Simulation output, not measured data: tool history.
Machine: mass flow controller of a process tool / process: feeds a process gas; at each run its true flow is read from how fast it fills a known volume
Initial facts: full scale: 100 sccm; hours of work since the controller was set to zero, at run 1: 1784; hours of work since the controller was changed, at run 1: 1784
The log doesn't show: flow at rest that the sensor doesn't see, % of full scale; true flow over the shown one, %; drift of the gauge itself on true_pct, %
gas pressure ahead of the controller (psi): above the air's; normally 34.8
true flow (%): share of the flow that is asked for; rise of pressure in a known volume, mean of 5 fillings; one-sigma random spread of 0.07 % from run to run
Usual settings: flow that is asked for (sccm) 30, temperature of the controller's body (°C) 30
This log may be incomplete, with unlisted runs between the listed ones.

run    hour  flow that is asked for (sccm)  gas pressure ahead of the controller (psi)  temperature of the controller's body (°C)  hours of work since the controller was set to zero  hours of work since the controller was changed  true flow (%)
  1     0.0                             30                                        34.8                                         30                                                1784                                            1784          98.84
  2   198.4                             30                                        34.8                                         30                                                1921                                            1921          98.88
  3   304.1                             30                                        34.8                                         30                                                1995                                            1995          98.88
  4   477.2                             31                                        34.8                                         30                                                2115                                            2115          98.99
  5   698.8                             31                                        34.8                                         30                                                2269                                            2269          99.03
  6   849.3                             30                                        34.8                                         30                                                2373                                            2373          98.97
  7  1068.9                             12                                        26.3                                         30                                                2526                                            2526          97.48
  8  1236.1                             12                                        26.3                                         30                                                2642                                            2642          97.35
  9  1393.7                             12                                        36.1                                         21                                                2751                                            2751          96.27
 10  1498.9                             12                                        36.1                                         21                                                2824                                            2824          96.30
 11  1663.0                             12                                        20.6                                         27                                                2938                                            2938          97.20

Forecast each of these 4 alternatives for the next run:
  A  1877.3                             41                                        34.8                                         30                                                3087                                            3087              ?
  B  1877.3                             21                                        24.9                                         27                                                3087                                            3087              ?
  C  1877.3                             30                                        34.8                                         25                                                3087                                            3087              ?
  D  1877.3                             37                                        25.7                                         27                                                3087                                            3087              ?

run  true flow (%)
  A          99.67
  B          98.45
  C          98.63
  D          99.49
Take away the tool's hidden state, keep each run's random variation, and the runs would have read:
run  true flow (%)
  A          99.23
  B          98.87
  C          98.52
  D          99.14
